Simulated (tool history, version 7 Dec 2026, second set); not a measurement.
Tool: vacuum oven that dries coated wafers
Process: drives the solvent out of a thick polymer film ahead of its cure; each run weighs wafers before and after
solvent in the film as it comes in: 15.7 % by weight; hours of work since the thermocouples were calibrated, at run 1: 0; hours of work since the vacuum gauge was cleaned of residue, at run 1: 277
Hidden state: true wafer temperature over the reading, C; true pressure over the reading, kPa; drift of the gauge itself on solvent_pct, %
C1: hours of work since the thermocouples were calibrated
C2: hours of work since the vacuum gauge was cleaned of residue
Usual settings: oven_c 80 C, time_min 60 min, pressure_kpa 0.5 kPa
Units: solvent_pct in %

Run 1, hour 0: usual settings; C1 0; C2 277. Result: solvent_pct 1.17 %.
Run 2, hour 23.7: usual settings but time_min 90 min; C1 16; C2 293. Result: solvent_pct 0.54 %.
Run 3, hour 68.6: usual settings but time_min 90 min; C1 47; C2 324. Result: solvent_pct 0.57 %.
Run 4, hour 108.7: usual settings but time_min 90 min; C1 75; C2 352. Result: solvent_pct 0.53 %.
Run 5, hour 147.6: usual settings but time_min 90 min; C1 102; C2 379. Result: solvent_pct 0.51 %.
Run 6, hour 204.2: usual settings but time_min 90 min; C1 141; C2 418. Result: solvent_pct 0.56 %.
Run 7, hour 232.4: usual settings but time_min 90 min; C1 161; C2 438. Result: solvent_pct 0.52 %.
Run 8, hour 267.8: usual settings but time_min 90 min; C1 185; C2 462. Result: solvent_pct 0.56 %.
Run 9, hour 307.8: usual settings; C1 213; C2 490. Result: solvent_pct 1.17 %.
Run 10, hour 365.1: usual settings but oven_c 65 C; C1 253; C2 530. Result: solvent_pct 5.7 %.
Run 11, hour 402: usual settings but oven_c 67 C; C1 278; C2 555. Result: solvent_pct 4.95 %.
Run 12, hour 457.9: usual settings but oven_c 65 C; C1 317; C2 594. Result: solvent_pct 5.73 %.
Run 13, hour 485.7: usual settings but time_min 97 min; C1 336; C2 613. Result: solvent_pct 0.51 %.
Run 14, hour 540.6: usual settings but time_min 97 min; C1 374; C2 651. Result: solvent_pct 0.52 %.
At hour 546.9: oven's thermocouples calibrated.
Run 15, hour 596.2: usual settings but time_min 97 min; C1 34; C2 688. Result: solvent_pct 0.54 %.
Run 16, hour 654.3: usual settings but time_min 97 min; C1 74; C2 728. Result: solvent_pct 0.63 %.
Run 17, hour 697.3: usual settings but time_min 97 min; C1 104; C2 758. Result: solvent_pct 0.57 %.
Run 18, hour 724: usual settings; C1 123; C2 777. Result: solvent_pct 1.25 %.
At hour 734.4: oven's thermocouples calibrated, once more.
Run 19, hour 774.7: usual settings but oven_c 74 C; C1 28; C2 810. Result: solvent_pct 2.54 %.
Run 20, hour 811: usual settings but oven_c 74 C; C1 53; C2 835. Result: solvent_pct 2.65 %.
Run 21, hour 856.2: usual settings but oven_c 74 C, pressure_kpa 0.27 kPa; C1 84; C2 867. Result: solvent_pct 2.52 %.
Run 22, hour 909.1: usual settings but oven_c 79 C; C1 121; C2 903. Result: solvent_pct 1.41 %.
Run 23, hour 947.2: usual settings but oven_c 79 C; C1 147; C2 930. Result: solvent_pct 1.46 %.
Run 24, hour 972.6: usual settings but oven_c 66 C; C1 165; C2 947. Result: solvent_pct 5.38 %.
Run 25, hour 1021.4: usual settings but oven_c 78 C, pressure_kpa 1.491 kPa; C1 199; C2 981. Result: solvent_pct 2.22 %.
Run 26, hour 1063.3: usual settings but oven_c 71 C, pressure_kpa 1.491 kPa; C1 228; C2 1010. Result: solvent_pct 4.32 %.
Run 27, hour 1108.4: usual settings but time_min 63 min, pressure_kpa 0.626 kPa; C1 259; C2 1041. Result: solvent_pct 1.33 %.
Run 28, hour 1159.6: usual settings but time_min 63 min, pressure_kpa 0.626 kPa; C1 294; C2 1077. Result: solvent_pct 1.27 %.
Run 29, hour 1197.6: usual settings but time_min 63 min, pressure_kpa 0.626 kPa; C1 321; C2 1103. Result: solvent_pct 1.27 %.
Run 30, hour 1221.9: usual settings but time_min 63 min, pressure_kpa 0.626 kPa; C1 337; C2 1120. Result: solvent_pct 1.35 %.
Run 31, hour 1255.9: usual settings but time_min 63 min, pressure_kpa 0.626 kPa; C1 361; C2 1143. Result: solvent_pct 1.35 %.
Run 32, hour 1295.5: usual settings but time_min 63 min, pressure_kpa 0.626 kPa; C1 388; C2 1171. Result: solvent_pct 1.34 %.
Run 33, hour 1320.7: usual settings but oven_c 90 C, time_min 38 min, pressure_kpa 0.405 kPa; C1 406; C2 1188. Result: solvent_pct 0.73 %.
Run 34, hour 1352.1: usual settings but oven_c 90 C, time_min 38 min, pressure_kpa 0.405 kPa; C1 427; C2 1210. Result: solvent_pct 0.71 %.
At hour 1367: vacuum gauge cleaned of residue and calibrated.
Run 35, hour 1407.3: usual settings but pressure_kpa 0.752 kPa; C1 465; C2 28. Result: solvent_pct 1.33 %.
Run 36, hour 1440.9: usual settings but oven_c 77 C, time_min 83 min, pressure_kpa 0.328 kPa; C1 488; C2 51. Result: solvent_pct 0.91 %.
Run 37, hour 1473.4: usual settings but oven_c 74 C, time_min 41 min, pressure_kpa 0.571 kPa; C1 510; C2 74. Result: solvent_pct 4.36 %.
Run 38, hour 1516: usual settings but oven_c 95 C; C1 540; C2 103. Result: solvent_pct 0.17 %.
Run 39, hour 1544.4: usual settings but oven_c 70 C, time_min 36 min, pressure_kpa 0.98 kPa; C1 560; C2 123. Result: solvent_pct 6.53 %.
Run 40, hour 1573.8: usual settings but oven_c 67 C, time_min 53 min, pressure_kpa 1.504 kPa; C1 580; C2 143. Result: solvent_pct 6.34 %.
Run 41, hour 1600.5: usual settings but oven_c 81 C, time_min 77 min, pressure_kpa 0.486 kPa; C1 598; C2 162. Result: solvent_pct 0.73 %.
Run 42, hour 1648.6: usual settings but oven_c 81 C, time_min 77 min, pressure_kpa 0.486 kPa; C1 632; C2 195. Result: solvent_pct 0.69 %.
Run 43, hour 1694.3: usual settings but oven_c 66 C, time_min 105 min, pressure_kpa 0.486 kPa; C1 663; C2 227. Result: solvent_pct 3.11 %.
Run 44, hour 1745: usual settings but oven_c 66 C, time_min 105 min, pressure_kpa 0.521 kPa; C1 698; C2 262. Result: solvent_pct 3.16 %.
Run 45, hour 1770.6: usual settings but oven_c 66 C, time_min 105 min, pressure_kpa 0.521 kPa; C1 716; C2 279. Result: solvent_pct 3.1 %.
Run 46, hour 1817.6: usual settings but pressure_kpa 0.312 kPa; C1 749; C2 312. Result: solvent_pct 1.21 %.

Some steps in solvent_pct between neighbouring runs. How much of each would the tool show without its hidden state too (settings, what came in, random variation), and how much is left for the hidden state, with any gauge scatter that isn't in both results?
Run 12 -> 13: oven_c 65 -> 80, time_min 60 -> 97. solvent_pct -5.22 %: hidden state -0.09, all else -5.13.
Run 37 -> 38: oven_c 74 -> 95, time_min 41 -> 60, pressure_kpa 0.571 -> 0.5. solvent_pct -4.19 %: hidden state -0.26, all else -3.93.
Run 38 -> 39: oven_c 95 -> 70, time_min 60 -> 36, pressure_kpa 0.5 -> 0.98. solvent_pct +6.36 %: hidden state +0.3, all else +6.06.
Run 40 -> 41: oven_c 67 -> 81, time_min 53 -> 77, pressure_kpa 1.504 -> 0.486. solvent_pct -5.61 %: hidden state -0.24, all else -5.37.
Run 42 -> 43: oven_c 81 -> 66, time_min 77 -> 105. solvent_pct +2.42 %: hidden state +0.27, all else +2.15.
